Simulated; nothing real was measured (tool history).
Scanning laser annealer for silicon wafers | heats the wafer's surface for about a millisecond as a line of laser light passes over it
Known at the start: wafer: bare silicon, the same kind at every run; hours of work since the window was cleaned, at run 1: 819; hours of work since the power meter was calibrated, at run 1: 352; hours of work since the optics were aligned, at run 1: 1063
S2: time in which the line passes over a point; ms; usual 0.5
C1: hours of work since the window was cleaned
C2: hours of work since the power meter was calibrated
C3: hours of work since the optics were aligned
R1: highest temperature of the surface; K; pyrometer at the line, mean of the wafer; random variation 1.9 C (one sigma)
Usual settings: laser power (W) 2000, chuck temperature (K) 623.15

{"run": 1, "hour": 0.0, "laser power (W)": 2000, "S2": 0.5, "chuck temperature (K)": 623.15, "C1": 819, "C2": 352, "C3": 1063, "R1": 1431.15}
{"hour": 66.1, "done": "window over the wafer cleaned"}
{"run": 2, "hour": 66.1, "laser power (W)": 2000, "S2": 0.5, "chuck temperature (K)": 623.15, "C1": 0, "C2": 395, "C3": 1107, "R1": 1455.15}
{"run": 3, "hour": 142.4, "laser power (W)": 2000, "S2": 0.5, "chuck temperature (K)": 623.15, "C1": 52, "C2": 447, "C3": 1158, "R1": 1451.15}
{"run": 4, "hour": 226.9, "laser power (W)": 2000, "S2": 0.5, "chuck temperature (K)": 623.15, "C1": 109, "C2": 504, "C3": 1215, "R1": 1453.15}
{"run": 5, "hour": 293.0, "laser power (W)": 2000, "S2": 0.5, "chuck temperature (K)": 623.15, "C1": 153, "C2": 549, "C3": 1260, "R1": 1449.15}
{"run": 6, "hour": 376.7, "laser power (W)": 2000, "S2": 0.5, "chuck temperature (K)": 605.15, "C1": 210, "C2": 605, "C3": 1317, "R1": 1424.15}
{"hour": 453.0, "done": "optics aligned, line set to its width"}
{"run": 7, "hour": 457.3, "laser power (W)": 2000, "S2": 0.5, "chuck temperature (K)": 605.15, "C1": 261, "C2": 657, "C3": 3, "R1": 1440.15}
{"hour": 465.4, "done": "laser's power meter calibrated"}
{"run": 8, "hour": 505.9, "laser power (W)": 2000, "S2": 0.5, "chuck temperature (K)": 605.15, "C1": 292, "C2": 27, "C3": 34, "R1": 1440.15}
{"run": 9, "hour": 555.3, "laser power (W)": 1731, "S2": 0.555, "chuck temperature (K)": 623.15, "C1": 325, "C2": 61, "C3": 67, "R1": 1390.15}
{"run": 10, "hour": 595.5, "laser power (W)": 1731, "S2": 0.555, "chuck temperature (K)": 623.15, "C1": 353, "C2": 88, "C3": 94, "R1": 1389.15}
{"hour": 629.0, "done": "laser's power meter calibrated, once more"}
{"run": 11, "hour": 640.7, "laser power (W)": 2058, "S2": 0.535, "chuck temperature (K)": 623.15, "C1": 381, "C2": 8, "C3": 123, "R1": 1507.15}
{"run": 12, "hour": 686.1, "laser power (W)": 2000, "S2": 0.463, "chuck temperature (K)": 587.15, "C1": 412, "C2": 39, "C3": 154, "R1": 1385.15}
{"run": 13, "hour": 756.4, "laser power (W)": 2000, "S2": 0.463, "chuck temperature (K)": 587.15, "C1": 459, "C2": 86, "C3": 201, "R1": 1381.15}
{"run": 14, "hour": 828.9, "laser power (W)": 2000, "S2": 0.4, "chuck temperature (K)": 658.15, "C1": 508, "C2": 135, "C3": 250, "R1": 1393.15}
{"run": 15, "hour": 891.5, "laser power (W)": 2009, "S2": 0.4, "chuck temperature (K)": 654.15, "C1": 551, "C2": 178, "C3": 292, "R1": 1386.15}

Some steps in R1 between neighbouring runs. How much of each would the tool show without its hidden state too (settings, what came in, random variation), and how much is left for the hidden state, with any gauge scatter that isn't in both results?
The hidden state here: light that passes the window, % of a clean one's; laser's true power over the reading, %; width of the line over the set one, %; drift of the gauge itself on peak_c, C.
Run 1 -> 2: window over the wafer cleaned. R1 +24 K: hidden state +22, all else +2.
Run 11 -> 12: laser power (W) 2058 -> 2000, S2 0.535 -> 0.463, chuck temperature (K) 623.15 -> 587.15. R1 -122 K: hidden state +0, all else -122.
